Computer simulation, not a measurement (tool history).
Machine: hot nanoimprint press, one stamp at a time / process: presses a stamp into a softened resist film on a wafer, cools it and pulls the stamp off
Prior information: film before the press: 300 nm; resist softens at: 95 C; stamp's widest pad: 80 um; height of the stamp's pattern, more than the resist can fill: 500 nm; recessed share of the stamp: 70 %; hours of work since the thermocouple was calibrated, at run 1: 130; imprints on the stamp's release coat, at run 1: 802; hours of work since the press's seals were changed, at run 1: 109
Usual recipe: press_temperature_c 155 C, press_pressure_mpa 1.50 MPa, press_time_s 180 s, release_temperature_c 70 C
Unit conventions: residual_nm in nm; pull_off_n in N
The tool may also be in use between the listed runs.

run   hour  press_temperature_c  press_pressure_mpa  press_time_s  release_temperature_c  hours of work since the thermocouple was calibrated  imprints on the stamp's release coat  hours of work since the press's seals were changed  residual_nm  pull_off_n
  1    0.0                  155                1.50           180                     70                                                  130                                   802                                                 109        156.0         245
  2    8.1                  155                1.50           180                     70                                                  134                                   825                                                 112        157.0         231
  3   15.3                  155                1.28           180                     70                                                  137                                   845                                                 115        170.5         242
  4   22.2                  155                1.28           180                     70                                                  139                                   865                                                 118        171.3         238
  5   31.8                  155                1.28           180                     70                                                  143                                   892                                                 122        170.8         253
  6   37.5                  155                1.50           309                     70                                                  146                                   908                                                 124        133.0         245
  7   44.6                  155                1.50           180                     70                                                  148                                   928                                                 127        157.4         252
      48.0  -- plate thermocouple calibrated
  8   56.0                  155                1.50           248                     70                                                    3                                   952                                                 131        142.6         254
  9   62.8                  155                1.50           180                     70                                                    6                                   971                                                 133        156.5         255
 10   66.9                  155                1.50           180                     70                                                    8                                   983                                                 135        158.1         252
 11   71.5                  164                1.25           180                     76                                                    9                                   996                                                 137        125.5         242
 12   76.1                  144                1.25           106                     66                                                   11                                  1009                                                 139        261.4         263
 13   81.5                  144                1.25           106                     66                                                   14                                  1024                                                 141        260.8         247
 14   86.3                  144                1.25           106                     66                                                   15                                  1038                                                 143        260.9         256
 15   94.4                  144                1.25           106                     66                                                   19                                  1060                                                 146        261.6         261
 16  102.5                  159                1.50           180                     68                                                   22                                  1083                                                 149        135.8         254
     108.7  -- plate thermocouple calibrated, once more
 17  111.2                  155                1.50           277                     69                                                    1                                  1099                                                 152        135.2         251
 18  115.6                  155                1.57           178                     69                                                    3                                  1112                                                 153        152.1         267
 19  120.2                  155                0.94           180                     70                                                    5                                  1125                                                 155        192.6         267
 20  126.3                  155                1.18           355                     75                                                    7                                  1142                                                 158        142.9         255

Consider 4 possible next runs. They are alternatives, not a sequence: every one starts from the tool as it was left by run 20. What does each give?
  A  134.0                  162                1.18           355                     75                                                   10                                  1164                                                 161            ?           ?
  B  134.0                  159                1.95           180                     70                                                   10                                  1164                                                 161            ?           ?
  C  134.0                  160                1.65           355                     75                                                   10                                  1164                                                 161            ?           ?
  D  134.0                  155                1.50           180                     62                                                   10                                  1164                                                 161            ?           ?

run  residual_nm  pull_off_n
  A        108.9         250
  B        115.5         264
  C         96.2         258
  D        155.1         279
With the hidden condition removed and each run's random variation left untouched, the same runs would have given:
run  residual_nm  pull_off_n
  A        109.2         185
  B        115.2         196
  C         96.2         191
  D        155.3         207
